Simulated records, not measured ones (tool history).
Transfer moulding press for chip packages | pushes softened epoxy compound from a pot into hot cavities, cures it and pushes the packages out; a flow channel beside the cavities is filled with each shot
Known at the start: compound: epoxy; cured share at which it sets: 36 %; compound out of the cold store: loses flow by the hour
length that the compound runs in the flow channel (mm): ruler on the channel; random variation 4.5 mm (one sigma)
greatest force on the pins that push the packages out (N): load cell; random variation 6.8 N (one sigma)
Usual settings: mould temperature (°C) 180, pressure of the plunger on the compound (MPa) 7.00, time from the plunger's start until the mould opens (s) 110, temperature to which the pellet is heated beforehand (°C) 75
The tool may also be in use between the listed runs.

| run | hour | mould temperature (°C) | pressure of the plunger on the compound (MPa) | time from the plunger's start until the mould opens (s) | temperature to which the pellet is heated beforehand (°C) | incoming compound's hours out of the cold store | length that the compound runs in the flow channel (mm) | greatest force on the pins that push the packages out (N) |
|---|---|---|---|---|---|---|---|---|
| 1 | 0.0 | 180 | 7.00 | 110 | 75 | 20.2 | 675 | 421 |
|  | 5.4 | cavities cleaned with cleaning compound and waxed |
| 2 | 25.2 | 180 | 7.00 | 110 | 75 | 38.8 | 649 | 489 |
| 3 | 35.7 | 180 | 7.00 | 110 | 75 | 14.8 | 684 | 518 |
| 4 | 59.3 | 180 | 7.00 | 110 | 77 | 37.0 | 647 | 486 |
|  | 63.6 | plunger's sealing rings changed |
| 5 | 78.7 | 180 | 7.00 | 110 | 75 | 23.9 | 727 | 483 |
| 6 | 98.7 | 180 | 7.00 | 110 | 75 | 44.3 | 697 | 471 |
|  | 104.2 | cavities cleaned with cleaning compound and waxed |
| 7 | 113.4 | 180 | 7.00 | 150 | 75 | 21.4 | 727 | 196 |
| 8 | 124.5 | 180 | 7.00 | 110 | 75 | 10.7 | 750 | 325 |
| 9 | 140.3 | 180 | 7.00 | 110 | 75 | 32.4 | 704 | 354 |
|  | 143.5 | cavities cleaned with cleaning compound and waxed, once more |
| 10 | 159.8 | 180 | 7.00 | 110 | 75 | 46.0 | 679 | 291 |
| 11 | 183.7 | 180 | 7.00 | 110 | 75 | 12.8 | 734 | 368 |
| 12 | 193.9 | 174 | 7.00 | 110 | 75 | 40.8 | 704 | 540 |
| 13 | 206.5 | 180 | 7.00 | 110 | 85 | 18.7 | 710 | 393 |
| 14 | 229.9 | 180 | 7.00 | 110 | 85 | 33.9 | 684 | 370 |
|  | 240.1 | cavities cleaned with cleaning compound and waxed |
| 15 | 252.2 | 180 | 7.00 | 111 | 79 | 37.5 | 683 | 288 |
| 16 | 274.3 | 184 | 6.85 | 110 | 75 | 19.9 | 685 | 268 |
| 17 | 286.6 | 184 | 6.85 | 110 | 67 | 14.0 | 704 | 302 |
| 18 | 304.9 | 184 | 6.85 | 110 | 67 | 35.0 | 662 | 293 |
| 19 | 326.2 | 184 | 6.50 | 145 | 75 | 29.2 | 640 | 247 |
|  | 335.5 | cavities cleaned with cleaning compound and waxed |
| 20 | 343.9 | 180 | 7.00 | 110 | 76 | 31.6 | 678 | 299 |
| 21 | 366.7 | 180 | 7.00 | 110 | 76 | 40.8 | 662 | 335 |
| 22 | 389.6 | 180 | 7.00 | 110 | 76 | 26.8 | 679 | 371 |
| 23 | 410.7 | 180 | 7.00 | 91 | 83 | 21.7 | 689 | 593 |
| 24 | 424.6 | 180 | 8.38 | 111 | 72 | 10.0 | 759 | 410 |
|  | 431.3 | cavities cleaned with cleaning compound and waxed |
|  | 451.4 | mould's thermocouples calibrated |
| 25 | 451.4 | 184 | 8.38 | 111 | 69 | 13.6 | 746 | 263 |
| 26 | 465.2 | 184 | 8.38 | 111 | 69 | 8.6 | 752 | 274 |

Forecast each of these 5 alternatives for the next run:
| A | 487.2 | 181 | 5.57 | 95 | 69 | 20.7 | ? | ? |
| B | 487.2 | 184 | 6.08 | 111 | 69 | 29.2 | ? | ? |
| C | 487.2 | 180 | 7.00 | 110 | 71 | 12.1 | ? | ? |
| D | 487.2 | 180 | 5.99 | 110 | 75 | 40.4 | ? | ? |
| E | 487.2 | 184 | 8.38 | 133 | 69 | 17.6 | ? | ? |

| run | length that the compound runs in the flow channel (mm) | greatest force on the pins that push the packages out (N) |
|---|---|---|
| A | 599 | 542 |
| B | 602 | 289 |
| C | 693 | 410 |
| D | 592 | 381 |
| E | 728 | 250 |
Without the tool's hidden state the same runs would have given:
| run | length that the compound runs in the flow channel (mm) | greatest force on the pins that push the packages out (N) |
|---|---|---|
| A | 658 | 402 |
| B | 662 | 214 |
| C | 761 | 304 |
| D | 650 | 283 |
| E | 800 | 184 |
